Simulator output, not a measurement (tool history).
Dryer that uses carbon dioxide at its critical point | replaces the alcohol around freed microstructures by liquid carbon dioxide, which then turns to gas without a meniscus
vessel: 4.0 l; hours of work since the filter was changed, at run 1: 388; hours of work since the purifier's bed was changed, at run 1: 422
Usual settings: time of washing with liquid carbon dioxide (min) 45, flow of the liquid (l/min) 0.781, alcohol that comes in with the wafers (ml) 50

run	day	time of washing with liquid carbon dioxide (min)	flow of the liquid (l/min)	alcohol that comes in with the wafers (ml)	hours of work since the filter was changed	hours of work since the purifier's bed was changed	alcohol left in the vessel before it's heated (ppm by volume)
1	0.000	45	0.781	50	388	422	97
2	1.650	46	0.781	50	400	435	105
3	3.092	46	0.781	50	411	446	101
4	4.700	46	0.781	50	423	458	102
5	6.325	45	0.781	50	436	470	110
6	7.954	45	0.489	50	448	482	279
7	9.629	45	0.724	50	461	495	121
8	11.354	61	0.676	50	474	508	106
9	13.012	70	0.781	50	486	521	97
10	14.292	70	0.781	50	496	530	119

The same runs without the tool's hidden state, with the same run-to-run variation:
The hidden state here: flow that reaches the vessel past the clogged filter, %; alcohol in the recycled carbon dioxide, ppm; drift of the gauge itself on alcohol_ppm, %.
run	alcohol left in the vessel before it's heated (ppm by volume)
1	9
2	11
3	7
4	7
5	10
6	146
7	13
8	1
9	0
10	10

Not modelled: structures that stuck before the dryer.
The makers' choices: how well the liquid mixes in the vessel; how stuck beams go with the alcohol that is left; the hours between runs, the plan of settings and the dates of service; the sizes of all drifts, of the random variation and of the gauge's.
